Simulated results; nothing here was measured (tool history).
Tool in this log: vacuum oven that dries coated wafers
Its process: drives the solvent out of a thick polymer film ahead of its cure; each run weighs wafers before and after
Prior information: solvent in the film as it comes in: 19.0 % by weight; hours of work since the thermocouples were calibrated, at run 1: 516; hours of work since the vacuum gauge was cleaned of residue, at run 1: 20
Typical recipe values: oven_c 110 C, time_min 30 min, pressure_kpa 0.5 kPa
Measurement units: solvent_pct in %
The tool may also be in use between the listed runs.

| run | hour | oven_c | time_min | pressure_kpa | hours of work since the thermocouples were calibrated | hours of work since the vacuum gauge was cleaned of residue | solvent_pct |
|---|---|---|---|---|---|---|---|
| 1 | 0 | 110 | 30 | 0.5 | 516 | 20 | 3.926 |
| 2 | 13.4 | 110 | 30 | 0.5 | 526 | 30 | 3.909 |
| 3 | 23.2 | 110 | 30 | 0.5 | 533 | 37 | 3.914 |
| 4 | 33 | 123 | 30 | 0.5 | 540 | 45 | 1.672 |
| 5 | 47.6 | 110 | 47 | 0.5 | 551 | 55 | 1.863 |
| 6 | 57.8 | 110 | 47 | 0.5 | 558 | 63 | 1.86 |
|  | 60.6 | vacuum gauge cleaned of residue and calibrated |
| 7 | 65.7 | 111 | 30 | 0.5 | 563 | 4 | 3.701 |
| 8 | 76.9 | 111 | 30 | 0.5 | 571 | 12 | 3.706 |
| 9 | 89.9 | 110 | 30 | 0.5 | 581 | 22 | 3.91 |
| 10 | 96.3 | 110 | 30 | 0.5 | 586 | 26 | 3.913 |

Predict the results of run 11:
| 11 | 102.8 | 114 | 30 | 0.5 | 590 | 31 | ? |

{"run 11": {"solvent_pct": 3.114}}
Minus the tool's unlogged condition, the same run would have read solvent_pct 3.183 %.
